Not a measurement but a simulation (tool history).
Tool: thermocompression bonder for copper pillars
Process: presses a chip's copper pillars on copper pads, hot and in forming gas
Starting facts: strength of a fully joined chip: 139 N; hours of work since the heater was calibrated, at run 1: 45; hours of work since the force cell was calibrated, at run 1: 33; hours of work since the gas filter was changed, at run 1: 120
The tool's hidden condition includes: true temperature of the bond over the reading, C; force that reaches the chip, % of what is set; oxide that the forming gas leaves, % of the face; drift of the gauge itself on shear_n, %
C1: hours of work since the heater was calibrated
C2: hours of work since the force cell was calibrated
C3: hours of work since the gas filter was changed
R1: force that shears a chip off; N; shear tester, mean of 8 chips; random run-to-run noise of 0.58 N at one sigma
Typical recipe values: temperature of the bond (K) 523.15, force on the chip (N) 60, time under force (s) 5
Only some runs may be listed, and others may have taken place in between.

{"run": 1, "hour": 0.0, "temperature of the bond (K)": 523.15, "force on the chip (N)": 60, "time under force (s)": 5, "C1": 45, "C2": 33, "C3": 120, "R1": 77.7}
{"run": 2, "hour": 7.3, "temperature of the bond (K)": 523.15, "force on the chip (N)": 60, "time under force (s)": 5, "C1": 51, "C2": 38, "C3": 125, "R1": 78.2}
{"run": 3, "hour": 14.5, "temperature of the bond (K)": 523.15, "force on the chip (N)": 60, "time under force (s)": 6, "C1": 56, "C2": 43, "C3": 130, "R1": 82.2}
{"run": 4, "hour": 20.8, "temperature of the bond (K)": 523.15, "force on the chip (N)": 60, "time under force (s)": 3, "C1": 60, "C2": 48, "C3": 134, "R1": 65.9}
{"run": 5, "hour": 31.3, "temperature of the bond (K)": 523.15, "force on the chip (N)": 60, "time under force (s)": 13, "C1": 68, "C2": 55, "C3": 142, "R1": 100.2}
{"run": 6, "hour": 39.9, "temperature of the bond (K)": 523.15, "force on the chip (N)": 60, "time under force (s)": 13, "C1": 74, "C2": 62, "C3": 148, "R1": 99.1}
{"run": 7, "hour": 50.3, "temperature of the bond (K)": 523.15, "force on the chip (N)": 60, "time under force (s)": 5, "C1": 81, "C2": 69, "C3": 155, "R1": 76.3}
{"run": 8, "hour": 55.6, "temperature of the bond (K)": 523.15, "force on the chip (N)": 60, "time under force (s)": 5, "C1": 85, "C2": 73, "C3": 159, "R1": 76.2}
{"run": 9, "hour": 67.2, "temperature of the bond (K)": 545.15, "force on the chip (N)": 60, "time under force (s)": 5, "C1": 93, "C2": 81, "C3": 167, "R1": 93.6}
{"run": 10, "hour": 79.1, "temperature of the bond (K)": 545.15, "force on the chip (N)": 56, "time under force (s)": 5, "C1": 102, "C2": 90, "C3": 176, "R1": 89.9}
{"run": 11, "hour": 89.0, "temperature of the bond (K)": 523.15, "force on the chip (N)": 60, "time under force (s)": 4, "C1": 109, "C2": 97, "C3": 183, "R1": 71.4}
{"run": 12, "hour": 100.8, "temperature of the bond (K)": 549.15, "force on the chip (N)": 60, "time under force (s)": 4, "C1": 117, "C2": 105, "C3": 191, "R1": 89.4}
{"run": 13, "hour": 108.8, "temperature of the bond (K)": 496.15, "force on the chip (N)": 60, "time under force (s)": 5, "C1": 123, "C2": 111, "C3": 197, "R1": 55.5}
{"run": 14, "hour": 115.0, "temperature of the bond (K)": 496.15, "force on the chip (N)": 60, "time under force (s)": 5, "C1": 127, "C2": 115, "C3": 202, "R1": 55.7}
{"run": 15, "hour": 124.2, "temperature of the bond (K)": 523.15, "force on the chip (N)": 60, "time under force (s)": 5, "C1": 134, "C2": 122, "C3": 208, "R1": 75.9}
{"run": 16, "hour": 136.8, "temperature of the bond (K)": 523.15, "force on the chip (N)": 60, "time under force (s)": 5, "C1": 143, "C2": 131, "C3": 217, "R1": 75.1}
{"run": 17, "hour": 143.7, "temperature of the bond (K)": 523.15, "force on the chip (N)": 60, "time under force (s)": 5, "C1": 148, "C2": 136, "C3": 222, "R1": 74}
{"run": 18, "hour": 151.0, "temperature of the bond (K)": 507.15, "force on the chip (N)": 60, "time under force (s)": 5, "C1": 153, "C2": 141, "C3": 227, "R1": 62.1}
{"run": 19, "hour": 162.2, "temperature of the bond (K)": 507.15, "force on the chip (N)": 60, "time under force (s)": 5, "C1": 161, "C2": 149, "C3": 235, "R1": 61.8}
{"hour": 172.6, "done": "forming gas filter changed"}
{"run": 20, "hour": 172.9, "temperature of the bond (K)": 534.15, "force on the chip (N)": 60, "time under force (s)": 5, "C1": 168, "C2": 156, "C3": 0, "R1": 92.7}
{"run": 21, "hour": 183.6, "temperature of the bond (K)": 494.15, "force on the chip (N)": 82, "time under force (s)": 5, "C1": 176, "C2": 164, "C3": 8, "R1": 69.7}
{"run": 22, "hour": 195.5, "temperature of the bond (K)": 503.15, "force on the chip (N)": 60, "time under force (s)": 3, "C1": 184, "C2": 172, "C3": 16, "R1": 55.4}
{"run": 23, "hour": 204.7, "temperature of the bond (K)": 552.15, "force on the chip (N)": 81, "time under force (s)": 12, "C1": 191, "C2": 179, "C3": 23, "R1": 128.8}
{"run": 24, "hour": 212.2, "temperature of the bond (K)": 523.15, "force on the chip (N)": 60, "time under force (s)": 13, "C1": 196, "C2": 184, "C3": 28, "R1": 106.3}
{"run": 25, "hour": 223.1, "temperature of the bond (K)": 528.15, "force on the chip (N)": 62, "time under force (s)": 9, "C1": 204, "C2": 192, "C3": 36, "R1": 103.1}
{"run": 26, "hour": 234.2, "temperature of the bond (K)": 528.15, "force on the chip (N)": 62, "time under force (s)": 9, "C1": 212, "C2": 200, "C3": 44, "R1": 101.4}
{"run": 27, "hour": 245.2, "temperature of the bond (K)": 532.15, "force on the chip (N)": 75, "time under force (s)": 9, "C1": 220, "C2": 208, "C3": 52, "R1": 109.4}
{"run": 28, "hour": 256.6, "temperature of the bond (K)": 546.15, "force on the chip (N)": 49, "time under force (s)": 5, "C1": 228, "C2": 216, "C3": 60, "R1": 92.3}
{"run": 29, "hour": 263.3, "temperature of the bond (K)": 546.15, "force on the chip (N)": 49, "time under force (s)": 5, "C1": 233, "C2": 220, "C3": 65, "R1": 91.8}
{"run": 30, "hour": 276.0, "temperature of the bond (K)": 503.15, "force on the chip (N)": 42, "time under force (s)": 9, "C1": 242, "C2": 230, "C3": 74, "R1": 65.7}
{"run": 31, "hour": 287.5, "temperature of the bond (K)": 503.15, "force on the chip (N)": 51, "time under force (s)": 3, "C1": 250, "C2": 238, "C3": 82, "R1": 49}
{"run": 32, "hour": 297.6, "temperature of the bond (K)": 515.15, "force on the chip (N)": 49, "time under force (s)": 3, "C1": 257, "C2": 245, "C3": 89, "R1": 56.2}
{"run": 33, "hour": 310.2, "temperature of the bond (K)": 522.15, "force on the chip (N)": 60, "time under force (s)": 5, "C1": 266, "C2": 254, "C3": 98, "R1": 79.8}
{"run": 34, "hour": 318.6, "temperature of the bond (K)": 528.15, "force on the chip (N)": 60, "time under force (s)": 3, "C1": 272, "C2": 260, "C3": 104, "R1": 71.3}
{"run": 35, "hour": 329.2, "temperature of the bond (K)": 540.15, "force on the chip (N)": 43, "time under force (s)": 4, "C1": 280, "C2": 267, "C3": 112, "R1": 76}
{"run": 36, "hour": 340.7, "temperature of the bond (K)": 523.15, "force on the chip (N)": 60, "time under force (s)": 7, "C1": 288, "C2": 276, "C3": 120, "R1": 87.8}
{"run": 37, "hour": 349.4, "temperature of the bond (K)": 505.15, "force on the chip (N)": 60, "time under force (s)": 5, "C1": 294, "C2": 282, "C3": 126, "R1": 64.6}
{"run": 38, "hour": 359.2, "temperature of the bond (K)": 505.15, "force on the chip (N)": 60, "time under force (s)": 5, "C1": 301, "C2": 289, "C3": 133, "R1": 64.7}
{"run": 39, "hour": 366.5, "temperature of the bond (K)": 505.15, "force on the chip (N)": 60, "time under force (s)": 5, "C1": 306, "C2": 294, "C3": 138, "R1": 63.8}

Hidden state or all else? Some run-to-run changes of R1, split into what the settings, what came in and random variation would give without the hidden state, and what is left for the hidden state (with any gauge scatter that isn't in both results):
Run 4 -> 5: time under force (s) 3 -> 13. R1 +34.3 N: hidden state -2.8, all else +37.1.
Run 12 -> 13: temperature of the bond (K) 549.15 -> 496.15, time under force (s) 4 -> 5. R1 -33.9 N: hidden state +3.3, all else -37.2.
Run 19 -> 20: temperature of the bond (K) 507.15 -> 534.15, forming gas filter changed. R1 +30.9 N: hidden state +7.6, all else +23.3.
Run 22 -> 23: temperature of the bond (K) 503.15 -> 552.15, force on the chip (N) 60 -> 81, time under force (s) 3 -> 12. R1 +73.4 N: hidden state -1.5, all else +74.9.
